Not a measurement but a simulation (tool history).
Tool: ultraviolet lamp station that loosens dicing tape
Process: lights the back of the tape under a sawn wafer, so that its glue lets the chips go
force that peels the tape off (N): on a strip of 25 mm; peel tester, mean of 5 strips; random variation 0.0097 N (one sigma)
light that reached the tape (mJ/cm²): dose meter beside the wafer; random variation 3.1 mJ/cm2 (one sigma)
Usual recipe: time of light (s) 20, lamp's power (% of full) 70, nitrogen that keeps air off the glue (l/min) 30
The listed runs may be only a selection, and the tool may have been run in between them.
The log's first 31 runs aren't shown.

run    hour  time of light (s)  lamp's power (% of full)  nitrogen that keeps air off the glue (l/min)  hours of work of the lamp  hours of work since the window was cleaned  force that peels the tape off (N)  light that reached the tape (mJ/cm²)
 32  1039.1                 14                        87                                            30                        539                                         408                              0.551                                   411
 33  1066.2                 14                        97                                            13                        550                                         419                              0.788                                   454
 34  1092.8                 37                        67                                            12                        561                                         430                              0.257                                   835
 35  1117.8                 15                        67                                            47                        572                                         441                              0.607                                   338
     1133.4  -- window cleaned of glue's vapour
 36  1161.7                 34                        67                                            14                        590                                          12                              0.268                                   772
 37  1184.8                 34                        67                                            14                        600                                          22                              0.273                                   768
 38  1225.8                 20                        85                                            41                        617                                          39                              0.218                                   571
 39  1254.3                 21                        85                                            41                        629                                          51                              0.205                                   602
 40  1289.9                 14                        85                                            38                        644                                          66                              0.488                                   402
 41  1312.1                 14                        85                                            38                        654                                          76                              0.508                                   399
 42  1352.1                 37                        85                                            27                        671                                          92                              0.112                                  1060

5 ways to go on from here, each from the tool as it stands after run 42. What would each give?
  A  1397.4                 34                        85                                            27                        690                                         112                                  ?                                     ?
  B  1397.4                 11                        78                                            22                        690                                         112                                  ?                                     ?
  C  1397.4                 32                        85                                            20                        690                                         112                                  ?                                     ?
  D  1397.4                 19                        98                                            30                        690                                         112                                  ?                                     ?
  E  1397.4                 24                        63                                            27                        690                                         112                                  ?                                     ?

run  force that peels the tape off (N)  light that reached the tape (mJ/cm²)
  A                              0.117                                   973
  B                              1.138                                   287
  C                              0.132                                   915
  D                              0.230                                   624
  E                              0.376                                   507
Stripped of hidden state, with their random variation kept, the same runs would have yielded:
run  force that peels the tape off (N)  light that reached the tape (mJ/cm²)
  A                              0.117                                   975
  B                              1.135                                   288
  C                              0.131                                   917
  D                              0.229                                   625
  E                              0.374                                   508
